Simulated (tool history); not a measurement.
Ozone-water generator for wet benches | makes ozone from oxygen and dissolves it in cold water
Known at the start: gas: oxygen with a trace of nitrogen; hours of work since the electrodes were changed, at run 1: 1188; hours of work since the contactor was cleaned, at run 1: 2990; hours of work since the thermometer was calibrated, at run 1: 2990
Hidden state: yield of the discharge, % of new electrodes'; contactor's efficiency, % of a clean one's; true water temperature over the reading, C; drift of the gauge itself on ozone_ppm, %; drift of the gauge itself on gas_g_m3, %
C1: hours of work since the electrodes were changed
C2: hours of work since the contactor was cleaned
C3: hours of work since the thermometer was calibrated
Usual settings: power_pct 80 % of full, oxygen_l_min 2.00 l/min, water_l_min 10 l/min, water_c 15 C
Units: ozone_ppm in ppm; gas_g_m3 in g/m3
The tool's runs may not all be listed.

{"run": 1, "day": 0.0, "power_pct": 80, "oxygen_l_min": 2.0, "water_l_min": 10, "water_c": 15, "C1": 1188, "C2": 2990, "C3": 2990, "ozone_ppm": 12.2, "gas_g_m3": 171.4}
{"run": 2, "day": 2.588, "power_pct": 80, "oxygen_l_min": 1.1, "water_l_min": 10, "water_c": 15, "C1": 1245, "C2": 3047, "C3": 3047, "ozone_ppm": 11.4, "gas_g_m3": 246.8}
{"run": 3, "day": 5.008, "power_pct": 80, "oxygen_l_min": 2.0, "water_l_min": 10, "water_c": 14, "C1": 1299, "C2": 3101, "C3": 3101, "ozone_ppm": 12.2, "gas_g_m3": 171.9}
{"run": 4, "day": 8.604, "power_pct": 80, "oxygen_l_min": 2.0, "water_l_min": 10, "water_c": 14, "C1": 1378, "C2": 3180, "C3": 3180, "ozone_ppm": 12.2, "gas_g_m3": 171.3}
{"run": 5, "day": 10.954, "power_pct": 80, "oxygen_l_min": 2.0, "water_l_min": 10, "water_c": 14, "C1": 1430, "C2": 3233, "C3": 3233, "ozone_ppm": 12.3, "gas_g_m3": 169.5}
{"run": 6, "day": 14.862, "power_pct": 80, "oxygen_l_min": 2.0, "water_l_min": 10, "water_c": 15, "C1": 1517, "C2": 3319, "C3": 3319, "ozone_ppm": 12.1, "gas_g_m3": 170.7}
{"run": 7, "day": 17.238, "power_pct": 41, "oxygen_l_min": 2.0, "water_l_min": 10, "water_c": 15, "C1": 1569, "C2": 3372, "C3": 3372, "ozone_ppm": 6.7, "gas_g_m3": 94.3}
{"run": 8, "day": 19.304, "power_pct": 80, "oxygen_l_min": 2.0, "water_l_min": 10, "water_c": 15, "C1": 1615, "C2": 3417, "C3": 3417, "ozone_ppm": 11.8, "gas_g_m3": 169.7}
{"run": 9, "day": 22.608, "power_pct": 80, "oxygen_l_min": 2.0, "water_l_min": 10, "water_c": 15, "C1": 1688, "C2": 3491, "C3": 3491, "ozone_ppm": 11.9, "gas_g_m3": 167.5}
{"run": 10, "day": 26.308, "power_pct": 80, "oxygen_l_min": 2.0, "water_l_min": 10, "water_c": 15, "C1": 1770, "C2": 3572, "C3": 3572, "ozone_ppm": 11.6, "gas_g_m3": 169.6}
{"run": 11, "day": 27.971, "power_pct": 80, "oxygen_l_min": 2.0, "water_l_min": 10, "water_c": 15, "C1": 1807, "C2": 3609, "C3": 3609, "ozone_ppm": 12.0, "gas_g_m3": 169.9}
{"run": 12, "day": 31.012, "power_pct": 66, "oxygen_l_min": 2.0, "water_l_min": 10, "water_c": 15, "C1": 1875, "C2": 3677, "C3": 3677, "ozone_ppm": 9.9, "gas_g_m3": 143.3}
{"run": 13, "day": 34.092, "power_pct": 58, "oxygen_l_min": 1.25, "water_l_min": 8, "water_c": 8, "C1": 1943, "C2": 3745, "C3": 3745, "ozone_ppm": 11.6, "gas_g_m3": 170.7}
{"run": 14, "day": 37.088, "power_pct": 88, "oxygen_l_min": 1.62, "water_l_min": 10, "water_c": 15, "C1": 2009, "C2": 3811, "C3": 3811, "ozone_ppm": 12.8, "gas_g_m3": 208.1}
{"run": 15, "day": 40.767, "power_pct": 56, "oxygen_l_min": 2.47, "water_l_min": 11, "water_c": 7, "C1": 2090, "C2": 3893, "C3": 3893, "ozone_ppm": 8.6, "gas_g_m3": 107.7}
{"run": 16, "day": 43.25, "power_pct": 80, "oxygen_l_min": 2.0, "water_l_min": 10, "water_c": 7, "C1": 2145, "C2": 3948, "C3": 3948, "ozone_ppm": 12.7, "gas_g_m3": 167.5}
{"run": 17, "day": 46.088, "power_pct": 96, "oxygen_l_min": 2.82, "water_l_min": 8, "water_c": 15, "C1": 2208, "C2": 4010, "C3": 4010, "ozone_ppm": 16.7, "gas_g_m3": 159.8}
{"run": 18, "day": 47.767, "power_pct": 52, "oxygen_l_min": 2.82, "water_l_min": 7, "water_c": 13, "C1": 2245, "C2": 4048, "C3": 4048, "ozone_ppm": 11.0, "gas_g_m3": 93.3}
{"run": 19, "day": 51.771, "power_pct": 52, "oxygen_l_min": 2.82, "water_l_min": 7, "water_c": 13, "C1": 2334, "C2": 4136, "C3": 4136, "ozone_ppm": 11.0, "gas_g_m3": 93.0}

The next listed run, before its measurement:
{"run": 20, "day": 55.025, "power_pct": 44, "oxygen_l_min": 1.16, "water_l_min": 11, "water_c": 21, "C1": 2406, "C2": 4208, "C3": 4208, "ozone_ppm": "?", "gas_g_m3": "?"}

ozone_ppm: 5.7 ppm
gas_g_m3: 139.4 g/m3
Without the tool's hidden state the same run would have given ozone_ppm 6.1 ppm, gas_g_m3 142.2 g/m3.
